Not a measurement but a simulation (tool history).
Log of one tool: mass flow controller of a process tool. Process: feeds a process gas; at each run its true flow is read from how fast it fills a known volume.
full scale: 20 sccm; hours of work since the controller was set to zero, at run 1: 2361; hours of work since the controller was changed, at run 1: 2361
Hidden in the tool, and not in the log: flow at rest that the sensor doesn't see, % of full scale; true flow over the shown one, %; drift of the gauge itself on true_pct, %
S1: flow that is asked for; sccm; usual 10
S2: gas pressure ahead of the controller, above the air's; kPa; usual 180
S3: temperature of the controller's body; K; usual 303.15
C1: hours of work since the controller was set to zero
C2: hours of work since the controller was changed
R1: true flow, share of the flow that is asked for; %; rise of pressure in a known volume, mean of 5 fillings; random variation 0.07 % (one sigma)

Run 1, hour 0: usual settings; C1 2361; C2 2361. Result: R1 99.24 %.
Run 2, hour 135: usual settings; C1 2421; C2 2421. Result: R1 99.32 %.
Run 3, hour 308.7: usual settings; C1 2499; C2 2499. Result: R1 99.4 %.
Run 4, hour 404.1: usual settings; C1 2541; C2 2541. Result: R1 99.47 %.
Run 5, hour 593.8: usual settings; C1 2626; C2 2626. Result: R1 99.51 %.
Run 6, hour 779.5: usual settings; C1 2709; C2 2709. Result: R1 99.72 %.
Run 7, hour 900.8: usual settings; C1 2764; C2 2764. Result: R1 99.67 %.
Run 8, hour 1024.5: usual settings; C1 2819; C2 2819. Result: R1 99.8 %.
Run 9, hour 1170.6: usual settings but S1 11 sccm, S2 158 kPa, S3 310.15 K; C1 2884; C2 2884. Result: R1 100.54 %.
Run 10, hour 1257.7: usual settings but S1 11 sccm, S3 311.15 K; C1 2923; C2 2923. Result: R1 100.6 %.

4 ways to go on from here, each from the tool as it stands after run 10. What would each give?
Run A, hour 1395.1: usual settings but S1 11 sccm, S2 168 kPa, S3 311.15 K; C1 2985; C2 2985. Result: R1 ?.
Run B, hour 1395.1: usual settings but S1 19 sccm, S3 293.15 K; C1 2985; C2 2985. Result: R1 ?.
Run C, hour 1395.1: usual settings but S1 8 sccm, S3 307.15 K; C1 2985; C2 2985. Result: R1 ?.
Run D, hour 1395.1: usual settings but S2 228 kPa, S3 293.15 K; C1 2985; C2 2985. Result: R1 ?.

run      R1
  A  100.71
  B  100.13
  C  100.03
  D   99.27
Without the tool's hidden state the same runs would have given:
run     R1
  A    100
  B  99.42
  C  99.32
  D  98.57
